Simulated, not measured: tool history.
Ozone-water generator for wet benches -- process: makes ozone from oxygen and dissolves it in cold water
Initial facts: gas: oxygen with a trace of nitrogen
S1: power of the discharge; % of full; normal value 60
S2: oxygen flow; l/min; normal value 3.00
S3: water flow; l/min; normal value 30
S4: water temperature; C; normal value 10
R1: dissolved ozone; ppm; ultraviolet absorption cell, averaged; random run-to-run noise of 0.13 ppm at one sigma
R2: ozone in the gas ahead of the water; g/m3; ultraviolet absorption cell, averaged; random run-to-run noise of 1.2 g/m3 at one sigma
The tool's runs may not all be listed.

| run | hour | S1 | S2 | S3 | S4 | R1 | R2 |
|---|---|---|---|---|---|---|---|
| 1 | 0.0 | 60 | 3.00 | 30 | 10 | 13.4 | 207.0 |
| 2 | 105.0 | 60 | 3.17 | 30 | 10 | 13.6 | 200.6 |
| 3 | 211.4 | 60 | 3.17 | 33 | 10 | 12.5 | 200.5 |
| 4 | 259.8 | 60 | 3.00 | 23 | 10 | 17.7 | 204.0 |
| 5 | 362.8 | 60 | 3.00 | 23 | 10 | 17.8 | 205.2 |
| 6 | 436.5 | 49 | 3.00 | 30 | 10 | 11.2 | 173.8 |
| 7 | 532.4 | 49 | 3.00 | 30 | 10 | 11.3 | 173.5 |
| 8 | 644.1 | 49 | 3.00 | 30 | 10 | 11.3 | 170.9 |
| 9 | 709.4 | 49 | 3.00 | 30 | 10 | 11.3 | 173.0 |
| 10 | 770.2 | 49 | 3.00 | 30 | 10 | 11.2 | 171.0 |
| 11 | 863.8 | 60 | 3.00 | 30 | 10 | 13.5 | 203.8 |
| 12 | 957.3 | 60 | 3.00 | 19 | 10 | 20.6 | 203.3 |
| 13 | 1054.1 | 60 | 3.00 | 19 | 10 | 20.6 | 202.8 |
| 14 | 1130.7 | 60 | 1.94 | 30 | 10 | 11.3 | 254.2 |
| 15 | 1223.3 | 60 | 3.72 | 30 | 10 | 14.1 | 180.7 |
| 16 | 1330.7 | 60 | 3.72 | 30 | 10 | 13.6 | 182.7 |
| 17 | 1443.2 | 98 | 5.04 | 41 | 10 | 16.1 | 233.2 |
| 18 | 1542.2 | 98 | 5.04 | 41 | 10 | 16.2 | 230.6 |
| 19 | 1641.3 | 80 | 3.00 | 35 | 7 | 14.2 | 255.2 |
|  | 1646.9 | water thermometer calibrated |
| 20 | 1750.9 | 86 | 2.57 | 20 | 10 | 25.2 | 291.7 |
| 21 | 1849.5 | 86 | 2.57 | 44 | 10 | 10.9 | 294.9 |
| 22 | 1904.7 | 86 | 2.37 | 37 | 15 | 12.7 | 307.3 |
| 23 | 2011.3 | 86 | 2.37 | 37 | 15 | 12.5 | 307.6 |
| 24 | 2129.6 | 86 | 2.37 | 37 | 15 | 12.4 | 305.6 |
| 25 | 2205.5 | 89 | 2.89 | 30 | 7 | 17.7 | 281.8 |
| 26 | 2281.2 | 46 | 3.06 | 30 | 10 | 10.5 | 159.6 |
|  | 2292.2 | water thermometer calibrated, once more |
| 27 | 2383.7 | 46 | 3.05 | 30 | 17 | 10.0 | 160.1 |
|  | 2401.0 | contactor cleaned |
| 28 | 2446.3 | 46 | 3.05 | 30 | 17 | 10.7 | 158.0 |
| 29 | 2558.4 | 60 | 5.12 | 30 | 10 | 15.4 | 150.3 |
| 30 | 2630.4 | 60 | 5.12 | 30 | 10 | 15.5 | 152.1 |
| 31 | 2739.7 | 60 | 5.12 | 30 | 10 | 15.5 | 150.7 |
| 32 | 2791.7 | 57 | 3.00 | 36 | 15 | 10.3 | 192.4 |

Same runs, no hidden state in the tool, same run-to-run variation:
Unlogged tool condition in this case: yield of the discharge, % of new electrodes'; contactor's efficiency, % of a clean one's; true water temperature over the reading, C; drift of the gauge itself on ozone_ppm, %; drift of the gauge itself on gas_g_m3, %.
| run | R1 | R2 |
|---|---|---|
| 1 | 14.3 | 210.0 |
| 2 | 14.5 | 203.8 |
| 3 | 13.3 | 204.0 |
| 4 | 18.8 | 207.7 |
| 5 | 18.9 | 209.2 |
| 6 | 12.0 | 176.7 |
| 7 | 12.1 | 176.5 |
| 8 | 12.2 | 174.1 |
| 9 | 12.1 | 176.4 |
| 10 | 12.0 | 174.4 |
| 11 | 14.6 | 209.1 |
| 12 | 22.0 | 208.9 |
| 13 | 22.0 | 208.6 |
| 14 | 12.3 | 261.8 |
| 15 | 15.3 | 186.4 |
| 16 | 14.8 | 188.6 |
| 17 | 18.2 | 245.0 |
| 18 | 18.3 | 242.8 |
| 19 | 15.9 | 267.3 |
| 20 | 27.7 | 307.0 |
| 21 | 12.4 | 310.8 |
| 22 | 14.4 | 324.2 |
| 23 | 14.1 | 325.2 |
| 24 | 14.1 | 323.8 |
| 25 | 20.1 | 299.5 |
| 26 | 11.5 | 165.1 |
| 27 | 11.0 | 165.7 |
| 28 | 11.1 | 163.6 |
| 29 | 16.2 | 157.8 |
| 30 | 16.3 | 159.8 |
| 31 | 16.4 | 158.6 |
| 32 | 10.9 | 202.1 |

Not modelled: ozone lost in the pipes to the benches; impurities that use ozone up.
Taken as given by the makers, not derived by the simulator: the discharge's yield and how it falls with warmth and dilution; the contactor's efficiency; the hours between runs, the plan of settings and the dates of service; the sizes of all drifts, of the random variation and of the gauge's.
